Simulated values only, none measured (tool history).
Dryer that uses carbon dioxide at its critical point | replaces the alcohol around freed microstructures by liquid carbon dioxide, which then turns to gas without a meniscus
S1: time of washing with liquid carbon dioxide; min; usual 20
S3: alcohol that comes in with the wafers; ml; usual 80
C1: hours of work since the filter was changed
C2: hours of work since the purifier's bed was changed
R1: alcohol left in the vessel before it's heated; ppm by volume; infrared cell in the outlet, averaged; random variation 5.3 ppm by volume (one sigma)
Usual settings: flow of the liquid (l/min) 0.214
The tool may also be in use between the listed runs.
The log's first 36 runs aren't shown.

run 37 hour=1080.3 | S1=15 flow_of_the_liquid_(l/min)=0.187 S3=100 | C1=158 C2=544 | R1=2375
run 38 hour=1110.6 | S1=15 flow_of_the_liquid_(l/min)=0.187 S3=100 | C1=182 C2=567 | R1=2380
run 39 hour=1139.4 | S1=18 flow_of_the_liquid_(l/min)=0.345 S3=26 | C1=204 C2=590 | R1=112
run 40 hour=1181.2 | S1=20 flow_of_the_liquid_(l/min)=0.277 S3=105 | C1=236 C2=622 | R1=146
run 41 hour=1201.2 | S1=20 flow_of_the_liquid_(l/min)=0.273 S3=75 | C1=252 C2=638 | R1=142
run 42 hour=1232 | S1=26 flow_of_the_liquid_(l/min)=0.201 S3=75 | C1=276 C2=661 | R1=173
run 43 hour=1256.5 | S1=26 flow_of_the_liquid_(l/min)=0.201 S3=75 | C1=295 C2=680 | R1=183
run 44 hour=1279.8 | S1=26 flow_of_the_liquid_(l/min)=0.201 S3=75 | C1=313 C2=698 | R1=182
run 45 hour=1297.2 | S1=18 flow_of_the_liquid_(l/min)=0.207 S3=47 | C1=326 C2=712 | R1=458
run 46 hour=1317.4 | S1=15 flow_of_the_liquid_(l/min)=0.268 S3=80 | C1=342 C2=727 | R1=468
run 47 hour=1339.9 | S1=31 flow_of_the_liquid_(l/min)=0.214 S3=68 | C1=359 C2=745 | R1=151

4 ways to go on from here, each from the tool as it stands after run 47. What would each give?
run A hour=1363.1 | S1=20 flow_of_the_liquid_(l/min)=0.214 S3=60 | C1=377 C2=763 | R1=?
run B hour=1363.1 | S1=24 flow_of_the_liquid_(l/min)=0.237 S3=68 | C1=377 C2=763 | R1=?
run C hour=1363.1 | S1=29 flow_of_the_liquid_(l/min)=0.214 S3=68 | C1=377 C2=763 | R1=?
run D hour=1363.1 | S1=16 flow_of_the_liquid_(l/min)=0.214 S3=68 | C1=377 C2=763 | R1=?

run=A R1=341
run=B R1=164
run=C R1=146
run=D R1=939
Without the tool's hidden state the same runs would have given:
run=A R1=87
run=B R1=7
run=C R1=0
run=D R1=397

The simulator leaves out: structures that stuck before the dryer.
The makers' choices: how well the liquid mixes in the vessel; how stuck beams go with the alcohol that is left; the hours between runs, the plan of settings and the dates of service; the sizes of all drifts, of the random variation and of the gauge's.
